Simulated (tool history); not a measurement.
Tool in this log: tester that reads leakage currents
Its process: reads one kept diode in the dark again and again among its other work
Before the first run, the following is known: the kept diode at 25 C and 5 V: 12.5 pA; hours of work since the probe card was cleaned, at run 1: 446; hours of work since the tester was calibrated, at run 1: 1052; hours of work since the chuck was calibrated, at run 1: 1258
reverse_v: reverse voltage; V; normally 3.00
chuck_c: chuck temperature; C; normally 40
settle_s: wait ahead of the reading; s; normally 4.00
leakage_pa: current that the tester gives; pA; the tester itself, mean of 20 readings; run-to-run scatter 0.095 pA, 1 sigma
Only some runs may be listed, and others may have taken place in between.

| run | hour | reverse_v | chuck_c | settle_s | hours of work since the probe card was cleaned | hours of work since the tester was calibrated | hours of work since the chuck was calibrated | leakage_pa |
|---|---|---|---|---|---|---|---|---|
| 1 | 0.0 | 3.00 | 40 | 4.00 | 446 | 1052 | 1258 | 24.97 |
| 2 | 54.5 | 3.00 | 40 | 4.00 | 477 | 1082 | 1289 | 24.88 |
| 3 | 101.3 | 6.13 | 40 | 4.00 | 503 | 1109 | 1315 | 38.78 |
| 4 | 157.1 | 3.00 | 40 | 4.00 | 535 | 1140 | 1346 | 24.97 |
| 5 | 197.3 | 3.00 | 40 | 4.00 | 557 | 1163 | 1369 | 25.15 |
| 6 | 249.3 | 3.00 | 40 | 4.00 | 586 | 1192 | 1398 | 25.04 |
| 7 | 276.0 | 3.00 | 40 | 4.00 | 601 | 1207 | 1413 | 25.24 |
| 8 | 306.5 | 3.00 | 22 | 4.00 | 618 | 1224 | 1430 | 8.06 |
| 9 | 364.4 | 3.00 | 22 | 4.00 | 651 | 1256 | 1463 | 8.27 |
| 10 | 413.2 | 3.00 | 22 | 3.31 | 678 | 1284 | 1490 | 8.33 |
| 11 | 475.9 | 3.00 | 22 | 3.31 | 714 | 1319 | 1525 | 8.40 |
| 12 | 503.0 | 3.00 | 22 | 3.31 | 729 | 1334 | 1541 | 8.43 |
| 13 | 538.5 | 3.01 | 40 | 4.00 | 749 | 1354 | 1560 | 25.42 |
| 14 | 590.7 | 3.01 | 40 | 4.00 | 778 | 1383 | 1590 | 25.08 |
|  | 633.9 | chuck's temperature calibrated |
| 15 | 646.8 | 3.00 | 40 | 0.88 | 808 | 1414 | 7 | 29.46 |
| 16 | 697.1 | 3.00 | 23 | 4.00 | 837 | 1442 | 36 | 10.40 |
| 17 | 761.3 | 1.38 | 40 | 4.00 | 873 | 1478 | 72 | 18.04 |
|  | 768.5 | tester calibrated |
| 18 | 793.7 | 1.38 | 40 | 4.00 | 890 | 14 | 89 | 17.89 |
| 19 | 821.5 | 1.38 | 40 | 4.00 | 905 | 30 | 104 | 17.99 |
| 20 | 865.3 | 1.38 | 40 | 4.00 | 930 | 54 | 129 | 17.99 |
| 21 | 928.3 | 13.86 | 40 | 4.00 | 965 | 90 | 164 | 76.88 |
| 22 | 988.2 | 13.86 | 40 | 4.00 | 999 | 123 | 198 | 77.84 |
| 23 | 1039.6 | 13.86 | 55 | 0.55 | 1028 | 152 | 227 | 186.13 |
|  | 1082.0 | tester calibrated, once more |
| 24 | 1093.2 | 7.54 | 51 | 4.00 | 1057 | 6 | 256 | 98.54 |
| 25 | 1128.5 | 7.54 | 51 | 4.00 | 1077 | 26 | 275 | 98.10 |
| 26 | 1181.7 | 7.54 | 24 | 2.78 | 1107 | 56 | 305 | 22.28 |
| 27 | 1209.4 | 7.54 | 38 | 6.60 | 1122 | 72 | 321 | 46.20 |
| 28 | 1255.4 | 1.52 | 40 | 0.97 | 1148 | 97 | 347 | 19.02 |
| 29 | 1301.2 | 1.52 | 40 | 0.97 | 1174 | 123 | 372 | 19.03 |
| 30 | 1335.0 | 2.80 | 40 | 1.92 | 1193 | 142 | 391 | 27.85 |
| 31 | 1383.1 | 3.11 | 40 | 2.22 | 1220 | 169 | 418 | 29.86 |
| 32 | 1431.4 | 3.11 | 40 | 2.22 | 1247 | 196 | 446 | 29.78 |
| 33 | 1489.4 | 5.83 | 24 | 2.07 | 1279 | 229 | 478 | 19.15 |
| 34 | 1536.0 | 8.93 | 45 | 1.41 | 1305 | 255 | 504 | 78.70 |
| 35 | 1575.3 | 1.85 | 55 | 1.87 | 1328 | 277 | 526 | 52.58 |
| 36 | 1615.0 | 1.06 | 53 | 1.87 | 1350 | 299 | 549 | 33.03 |
| 37 | 1655.3 | 1.06 | 53 | 1.87 | 1372 | 322 | 571 | 33.21 |
| 38 | 1683.0 | 1.88 | 50 | 0.54 | 1388 | 337 | 587 | 39.85 |
| 39 | 1739.6 | 3.00 | 40 | 1.44 | 1420 | 369 | 619 | 29.28 |

Hidden state or all else? Some run-to-run changes of leakage_pa, split into what the settings, what came in and random variation would give without the hidden state, and what is left for the hidden state (with any gauge scatter that isn't in both results):
The tool's hidden condition here consists of: stray current of the dirty probe card, pA a volt; current scale over the true one, %; true chuck temperature over the reading, C; drift of the gauge itself on leakage_pa, %.
Run 20 -> 21: reverse_v 1.38 -> 13.86. leakage_pa +58.89 pA: hidden state +9.97, all else +48.92.
Run 22 -> 23: chuck_c 40 -> 55, settle_s 4.00 -> 0.55. leakage_pa +108.29 pA: hidden state -1.21, all else +109.50.
Run 23 -> 24: reverse_v 13.86 -> 7.54, chuck_c 55 -> 51, settle_s 0.55 -> 4.00, tester calibrated, once more. leakage_pa -87.59 pA: hidden state -5.66, all else -81.93.
Run 25 -> 26: chuck_c 51 -> 24, settle_s 4.00 -> 2.78. leakage_pa -75.82 pA: hidden state +2.37, all else -78.19.
Run 34 -> 35: reverse_v 8.93 -> 1.85, chuck_c 45 -> 55, settle_s 1.41 -> 1.87. leakage_pa -26.12 pA: hidden state -7.19, all else -18.93.
